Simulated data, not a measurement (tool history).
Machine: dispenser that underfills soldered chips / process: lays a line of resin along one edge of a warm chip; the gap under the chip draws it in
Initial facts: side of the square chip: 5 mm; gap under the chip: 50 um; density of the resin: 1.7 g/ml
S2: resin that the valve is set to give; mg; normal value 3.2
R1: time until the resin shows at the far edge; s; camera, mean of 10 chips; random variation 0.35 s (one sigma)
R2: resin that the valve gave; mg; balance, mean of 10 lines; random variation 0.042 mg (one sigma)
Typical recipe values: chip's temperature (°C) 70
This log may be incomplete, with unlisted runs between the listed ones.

Run 1, day 0: usual settings. Result: R1 20.9 s, R2 3.07 mg.
Run 2, day 0.154: usual settings but S2 3.14 mg. Result: R1 23.4 s, R2 2.97 mg.
At day 0.288: new syringe of resin.
Run 3, day 0.317: usual settings but S2 3.14 mg. Result: R1 18.8 s, R2 3 mg.
Run 4, day 0.408: usual settings but S2 3.14 mg. Result: R1 19.9 s, R2 2.96 mg.
Run 5, day 0.562: usual settings but S2 2.76 mg. Result: R1 21.7 s, R2 2.6 mg.
Run 6, day 0.767: usual settings but S2 2.76 mg. Result: R1 25.4 s, R2 2.63 mg.
At day 0.938: new syringe of resin.
Run 7, day 0.971: usual settings but S2 2.76 mg. Result: R1 19.2 s, R2 2.58 mg.
Run 8, day 1.129: usual settings but S2 2.76 mg. Result: R1 21.1 s, R2 2.58 mg.
Run 9, day 1.271: usual settings but S2 2.76 mg. Result: R1 22.3 s, R2 2.67 mg.
Run 10, day 1.429: usual settings. Result: R1 23.1 s, R2 3.02 mg.
At day 1.588: new syringe of resin.
Run 11, day 1.646: usual settings. Result: R1 18.3 s, R2 3.06 mg.
Run 12, day 1.804: usual settings. Result: R1 20.3 s, R2 2.95 mg.
Run 13, day 1.996: usual settings but S2 3.6 mg. Result: R1 21.8 s, R2 3.45 mg.
Run 14, day 2.167: usual settings but S2 3.6 mg. Result: R1 23.5 s, R2 3.36 mg.
At day 2.242: new syringe of resin.
Run 15, day 2.267: usual settings but S2 3.6 mg. Result: R1 18.3 s, R2 3.23 mg.
Run 16, day 2.362: usual settings but S2 3.6 mg. Result: R1 19 s, R2 3.33 mg.
Run 17, day 2.529: usual settings but S2 3.6 mg. Result: R1 21.2 s, R2 3.35 mg.
Run 18, day 2.688: usual settings but S2 3.6 mg. Result: R1 22.5 s, R2 3.31 mg.
At day 2.888: new syringe of resin.
Run 19, day 2.904: usual settings but S2 4.07 mg. Result: R1 18.3 s, R2 3.77 mg.
Run 20, day 3.058: usual settings but chip's temperature (°C) 59, S2 3.51 mg. Result: R1 29.9 s, R2 3.17 mg.
Run 21, day 3.167: usual settings but chip's temperature (°C) 74, S2 3.42 mg. Result: R1 18.3 s, R2 3.08 mg.
Run 22, day 3.312: usual settings but chip's temperature (°C) 74, S2 3.42 mg. Result: R1 20.3 s, R2 3.17 mg.
At day 3.367: dispensing valve cleaned and set on the balance.
Run 23, day 3.533: usual settings but chip's temperature (°C) 56, S2 4.04 mg. Result: R1 42.9 s, R2 4.04 mg.
At day 3.575: new syringe of resin.
Run 24, day 3.658: usual settings but chip's temperature (°C) 79, S2 3.53 mg. Result: R1 14.1 s, R2 3.53 mg.
Run 25, day 3.854: usual settings but chip's temperature (°C) 79, S2 3.53 mg. Result: R1 15.8 s, R2 3.49 mg.
Run 26, day 4.058: usual settings but chip's temperature (°C) 57, S2 3.75 mg. Result: R1 37.9 s, R2 3.7 mg.
Run 27, day 4.15: usual settings but chip's temperature (°C) 66, S2 3.99 mg. Result: R1 28 s, R2 3.92 mg.
At day 4.225: new syringe of resin.
Run 28, day 4.338: usual settings but chip's temperature (°C) 71, S2 3.56 mg. Result: R1 18.3 s, R2 3.51 mg.
Run 29, day 4.496: usual settings but chip's temperature (°C) 76, S2 3.56 mg. Result: R1 17.4 s, R2 3.57 mg.
Run 30, day 4.704: usual settings but chip's temperature (°C) 75, S2 2.97 mg. Result: R1 19.8 s, R2 2.87 mg.
At day 4.879: new syringe of resin.
Run 31, day 4.929: usual settings but chip's temperature (°C) 84, S2 3.43 mg. Result: R1 11.9 s, R2 3.38 mg.
Run 32, day 5.096: usual settings but chip's temperature (°C) 60, S2 4.06 mg. Result: R1 29.6 s, R2 3.96 mg.
Run 33, day 5.196: usual settings but chip's temperature (°C) 60, S2 4.06 mg. Result: R1 30.5 s, R2 4.04 mg.
Run 34, day 5.317: usual settings but chip's temperature (°C) 74, S2 3.49 mg. Result: R1 19.7 s, R2 3.35 mg.
Run 35, day 5.508: usual settings but chip's temperature (°C) 85, S2 3.31 mg. Result: R1 15.4 s, R2 3.16 mg.
At day 5.538: new syringe of resin.
Run 36, day 5.658: usual settings but S2 3.77 mg. Result: R1 19.2 s, R2 3.65 mg.
Run 37, day 5.842: usual settings but chip's temperature (°C) 63, S2 3.75 mg. Result: R1 28.7 s, R2 3.62 mg.

Here are 4 independent what-if runs from the current tool condition. What would each one return?
Run A, day 5.925: usual settings but chip's temperature (°C) 60. Result: R1 ?, R2 ?.
Run B, day 5.925: usual settings but chip's temperature (°C) 72, S2 3.13 mg. Result: R1 ?, R2 ?.
Run C, day 5.925: usual settings but chip's temperature (°C) 61, S2 3.75 mg. Result: R1 ?, R2 ?.
Run D, day 5.925: usual settings but chip's temperature (°C) 73, S2 3.27 mg. Result: R1 ?, R2 ?.

run    R1    R2
  A  33.8  3.05
  B  21.7  3.03
  C  31.3  3.64
  D  20.4  3.11
The same runs, with their run-to-run variation unchanged, on a tool lacking any hidden condition would have given:
run    R1    R2
  A    26  3.17
  B  16.7  3.15
  C  24.1  3.78
  D  15.7  3.23
